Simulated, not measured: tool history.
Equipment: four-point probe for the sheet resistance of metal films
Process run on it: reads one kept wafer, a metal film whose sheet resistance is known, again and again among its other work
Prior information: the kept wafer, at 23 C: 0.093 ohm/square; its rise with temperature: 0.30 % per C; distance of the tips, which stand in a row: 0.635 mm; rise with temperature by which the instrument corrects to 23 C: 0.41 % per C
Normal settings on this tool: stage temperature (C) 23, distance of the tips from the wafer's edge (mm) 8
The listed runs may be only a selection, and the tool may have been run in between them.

run,hour,stage temperature (C),distance of the tips from the wafer's edge (mm),sheet resistance as the instrument gives it (ohm/square)
1,0.0,23,8,0.093174
2,47.9,23,8,0.093177
3,101.5,23,8,0.093162
4,145.4,24,8,0.093061
5,194.9,24,8,0.093032
6,221.4,24,8,0.093014
7,263.9,24,8,0.093038
8,299.6,24,8,0.093065
9,355.9,23,8,0.093081
10,383.4,23,8,0.093057
11,447.1,23,8,0.093055
12,481.9,23,8,0.093086
13,527.4,23,8,0.093044
# hour 566.4: new probe head fitted
14,581.9,23,8,0.092803
15,633.9,23,8,0.092831
16,694.9,23,8,0.092821
17,740.9,23,8,0.092809
# hour 747.6: stage's thermometer calibrated
18,796.5,23,8,0.092798
19,852.3,23,8,0.092799
20,892.6,23,8,0.092781
21,922.0,23,8,0.092792
22,978.4,23,8,0.092776
23,1041.5,23,8,0.092737
24,1079.9,23,8,0.092743
# hour 1101.1: stage's thermometer calibrated, once more
25,1109.6,26,33,0.092098
26,1153.8,19,26,0.092753
27,1206.0,30,20,0.091772
28,1252.3,32,29,0.091536
29,1293.4,30,7,0.092070
30,1337.2,30,7,0.092043
31,1379.3,28,34,0.091823
32,1425.3,28,34,0.091856
33,1485.0,19,17,0.092707
34,1534.3,30,8,0.091911
35,1583.5,30,8,0.091891
36,1645.7,20,20,0.092548
37,1706.5,20,4,0.093705
38,1735.9,27,9,0.092085

How would selected steps in sheet resistance as the instrument gives it (ohm/square) from run to run divide? Give the signed amount a tool lacking its hidden state would still show from settings, what came in and random variation, and the signed amount left for the hidden state, including any gauge scatter that is not in both of the compared results.
Hidden state at play: inner tips' distance over the nominal, %; tips' flats over new ones', %; wafer's true temperature over the reading, C; drift of the gauge itself on sheet_ohm, %.
Run 13 -> 14: new probe head fitted. sheet resistance as the instrument gives it (ohm/square) -0.000241: hidden state -0.000210, all else -0.000031.
Run 24 -> 25: stage temperature (C) 23 -> 26, distance of the tips from the wafer's edge (mm) 8 -> 33, stage's thermometer calibrated, once more. sheet resistance as the instrument gives it (ohm/square) -0.000645: hidden state -0.000059, all else -0.000586.
Run 26 -> 27: stage temperature (C) 19 -> 30, distance of the tips from the wafer's edge (mm) 26 -> 20. sheet resistance as the instrument gives it (ohm/square) -0.000981: hidden state -0.000005, all else -0.000976.
Run 36 -> 37: distance of the tips from the wafer's edge (mm) 20 -> 4. sheet resistance as the instrument gives it (ohm/square) +0.001157: hidden state -0.000025, all else +0.001182.
Run 37 -> 38: stage temperature (C) 20 -> 27, distance of the tips from the wafer's edge (mm) 4 -> 9. sheet resistance as the instrument gives it (ohm/square) -0.001620: hidden state +0.000006, all else -0.001626.

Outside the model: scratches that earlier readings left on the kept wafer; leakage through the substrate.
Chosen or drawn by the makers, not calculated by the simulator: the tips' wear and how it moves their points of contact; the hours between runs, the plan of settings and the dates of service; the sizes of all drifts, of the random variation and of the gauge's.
